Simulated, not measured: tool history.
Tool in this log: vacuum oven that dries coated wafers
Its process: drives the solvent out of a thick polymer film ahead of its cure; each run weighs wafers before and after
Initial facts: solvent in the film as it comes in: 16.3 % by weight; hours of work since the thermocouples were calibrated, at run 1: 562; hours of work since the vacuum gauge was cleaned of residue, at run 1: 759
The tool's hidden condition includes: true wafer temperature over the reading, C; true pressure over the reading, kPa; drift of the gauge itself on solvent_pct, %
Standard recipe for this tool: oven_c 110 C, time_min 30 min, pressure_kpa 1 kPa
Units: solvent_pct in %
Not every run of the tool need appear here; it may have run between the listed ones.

run,hour,oven_c,time_min,pressure_kpa,hours of work since the thermocouples were calibrated,hours of work since the vacuum gauge was cleaned of residue,solvent_pct
1,0,110,30,1,562,759,4.52
2,18.8,110,30,1,575,772,4.53
3,35.9,110,30,1,587,784,4.64
4,65.5,103,30,1,607,805,5.89
5,94.3,103,30,1,627,825,6
6,115.6,103,30,1,642,840,6
7,131.6,103,30,1,653,851,6.09
8,161.5,110,30,1,674,872,4.74
9,193.6,110,30,1,696,894,4.59
10,228.6,120,30,1,721,918,3.06
11,260.4,120,30,1,743,940,2.97
12,283.9,120,30,1,759,957,3.07
13,311.7,120,30,1,779,976,2.92
14,334.6,110,42,1,795,992,3.28
15,370.3,110,24,1,819,1017,5.66
16,394.9,110,33,1,837,1034,4.45
17,416.9,116,33,1,852,1049,3.29
18,432.3,116,33,1,863,1060,3.29
19,454.9,116,33,1,878,1076,3.3
20,481.2,116,33,2.4,897,1094,4.13
21,500.4,116,33,2.4,910,1108,4.06
22,534.5,116,33,2.4,934,1131,4.24
23,560.5,118,30,1,952,1149,3.38
24,587.7,118,30,1,971,1168,3.44
25,603.5,118,30,1,982,1179,3.45
26,627,111,30,1.52,998,1196,4.86
27,663,104,30,0.76,1023,1221,5.76
28,695,110,16,2.14,1046,1243,8.28
29,731.1,122,30,0.52,1071,1268,2.57
# hour 763.3: oven's thermocouples calibrated
30,763.3,122,30,0.52,0,1289,2.45
31,792.9,108,50,0.93,21,1310,3.01
32,825.1,108,50,0.93,43,1332,3.07
33,850.9,108,50,0.93,61,1350,3.14
34,868.3,118,42,2.04,73,1362,2.79
35,902.3,110,36,1,97,1386,3.94
36,932.4,110,24,3.45,118,1407,7.04
37,954.3,110,42,3.45,133,1422,5.14
38,988,110,42,3.45,156,1446,5.22
39,1015.8,110,42,3.45,176,1465,5.28
40,1049.7,110,21,3.45,200,1489,7.78
41,1076.2,110,21,3.45,218,1507,7.79
42,1113.3,110,21,3.45,244,1533,7.73
43,1130.3,118,36,2.14,256,1545,3.35
44,1147.6,118,36,2.14,268,1557,3.48
45,1184,106,51,1.4,293,1582,3.84
46,1218.3,106,19,1.13,317,1606,7.78
47,1244.6,120,30,2.8,335,1625,4.05

Here are 3 independent what-if runs from the current tool condition. What would each one return?
A,1277.7,110,29,0.89,358,1648,?
B,1277.7,110,30,3.42,358,1648,?
C,1277.7,110,30,1,358,1648,?

run,solvent_pct
A,4.94
B,6.54
C,4.9
With no hidden state in the tool, these same runs would have given:
run,solvent_pct
A,4.25
B,5.8
C,4.2
